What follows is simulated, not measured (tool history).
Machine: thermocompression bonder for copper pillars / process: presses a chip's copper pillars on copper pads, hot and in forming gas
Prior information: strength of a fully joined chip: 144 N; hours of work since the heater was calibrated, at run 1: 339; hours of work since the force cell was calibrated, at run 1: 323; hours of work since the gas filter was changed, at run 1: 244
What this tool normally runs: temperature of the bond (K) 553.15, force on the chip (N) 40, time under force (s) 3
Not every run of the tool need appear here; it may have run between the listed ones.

| run | hour | temperature of the bond (K) | force on the chip (N) | time under force (s) | hours of work since the heater was calibrated | hours of work since the force cell was calibrated | hours of work since the gas filter was changed | force that shears a chip off (N) |
|---|---|---|---|---|---|---|---|---|
| 1 | 0 | 553.15 | 40 | 3 | 339 | 323 | 244 | 86.9 |
| 2 | 16.6 | 553.15 | 40 | 3 | 347 | 331 | 252 | 86.5 |
| 3 | 56.4 | 553.15 | 40 | 3 | 366 | 350 | 271 | 86.8 |
| 4 | 87.2 | 553.15 | 40 | 3 | 381 | 365 | 286 | 86.5 |
| 5 | 111.4 | 553.15 | 40 | 3 | 393 | 377 | 298 | 86.9 |
| 6 | 146 | 553.15 | 24 | 3 | 410 | 393 | 314 | 63.9 |
| 7 | 178.6 | 553.15 | 24 | 3 | 426 | 409 | 330 | 63.5 |
| 8 | 199.8 | 553.15 | 40 | 3 | 436 | 419 | 341 | 86.7 |
| 9 | 235.6 | 553.15 | 57 | 3 | 453 | 437 | 358 | 102 |
| 10 | 273.6 | 553.15 | 57 | 3 | 472 | 455 | 376 | 101.5 |
| 11 | 294.3 | 553.15 | 57 | 3 | 482 | 465 | 386 | 101.6 |
| 12 | 333.5 | 553.15 | 40 | 7 | 501 | 484 | 405 | 106.4 |
| 13 | 352.2 | 564.15 | 40 | 3 | 510 | 493 | 414 | 93.3 |
|  | 368.2 | forming gas filter changed |
| 14 | 390 | 564.15 | 41 | 3 | 528 | 511 | 11 | 98.7 |
| 15 | 423.8 | 535.15 | 31 | 5 | 544 | 528 | 27 | 75 |
| 16 | 463 | 535.15 | 31 | 5 | 563 | 547 | 46 | 74.9 |
| 17 | 483.8 | 526.15 | 40 | 3 | 573 | 557 | 56 | 66.3 |
|  | 488.4 | heater calibrated with a thermocouple chip |
| 18 | 518 | 526.15 | 40 | 3 | 14 | 572 | 72 | 65.7 |
| 19 | 544.9 | 535.15 | 55 | 3 | 27 | 585 | 85 | 88 |
| 20 | 575.6 | 562.15 | 40 | 3 | 42 | 600 | 100 | 94.7 |
| 21 | 601.6 | 575.15 | 36 | 7 | 55 | 613 | 112 | 119.2 |
|  | 607.3 | heater calibrated with a thermocouple chip, once more |
| 22 | 631.7 | 553.15 | 40 | 8 | 12 | 627 | 126 | 113.8 |
| 23 | 672.5 | 539.15 | 31 | 3 | 32 | 646 | 145 | 66.5 |
| 24 | 711.6 | 567.15 | 40 | 8 | 51 | 665 | 164 | 121.7 |
| 25 | 750.7 | 567.15 | 40 | 6 | 69 | 684 | 183 | 115.7 |
| 26 | 769.5 | 564.15 | 40 | 3 | 79 | 693 | 192 | 97.3 |
| 27 | 788.4 | 539.15 | 52 | 3 | 88 | 702 | 202 | 89.2 |

5 options for the next run, each taken on its own from the tool as it stands now. Forecast them:
| A | 813.6 | 553.15 | 58 | 6 | 100 | 715 | 214 | ? |
| B | 813.6 | 581.15 | 52 | 3 | 100 | 715 | 214 | ? |
| C | 813.6 | 535.15 | 28 | 3 | 100 | 715 | 214 | ? |
| D | 813.6 | 532.15 | 40 | 3 | 100 | 715 | 214 | ? |
| E | 813.6 | 526.15 | 38 | 3 | 100 | 715 | 214 | ? |

| run | force that shears a chip off (N) |
|---|---|
| A | 120 |
| B | 119 |
| C | 59.1 |
| D | 71.3 |
| E | 64.6 |
Without the tool's hidden state the same runs would have given:
| run | force that shears a chip off (N) |
|---|---|
| A | 121.1 |
| B | 120.1 |
| C | 58.6 |
| D | 70.8 |
| E | 64.1 |
